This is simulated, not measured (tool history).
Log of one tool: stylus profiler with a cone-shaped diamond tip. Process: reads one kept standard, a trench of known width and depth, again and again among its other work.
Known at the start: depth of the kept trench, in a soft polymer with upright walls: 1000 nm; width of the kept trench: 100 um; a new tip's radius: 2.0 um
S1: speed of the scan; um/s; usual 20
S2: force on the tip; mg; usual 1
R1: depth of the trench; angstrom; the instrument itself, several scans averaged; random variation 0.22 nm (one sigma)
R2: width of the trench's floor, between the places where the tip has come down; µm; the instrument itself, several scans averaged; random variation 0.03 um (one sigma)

run   hour  S1    S2       R1     R2
  1      0  20     1    10066   96.3
  2   17.1  37     1  10065.8  96.18
  3   39.3  37     1  10068.1  96.14
  4   61.6  20   2.1  10103.6  96.26
  5     79  10     1  10066.2  96.27
  6   95.7  16   1.7  10097.3  96.28
  7  115.8   5  1.76  10095.5  96.28
  8  129.9  21  0.44  10049.9  96.13
  9  148.1  48  0.77  10064.8  95.98
 10    172   7   0.8  10066.2  96.26

5 ways to go on from here, each from the tool as it stands after run 10. What would each give?
  A  191.3  21   0.8   ?   ?
  B  191.3  10   0.8   ?   ?
  C  191.3  15   0.8   ?   ?
  D  191.3   7  0.75   ?   ?
  E  191.3   7  0.42   ?   ?

run       R1     R2
  A  10064.4  96.22
  B  10065.2  96.23
  C  10066.7  96.15
  D  10060.3  96.21
  E  10049.5  96.21
Without the tool's hidden state the same runs would have given:
run       R1     R2
  A  10045.8  96.49
  B  10046.6   96.5
  C  10048.1  96.42
  D  10041.7  96.48
  E  10030.9  96.48
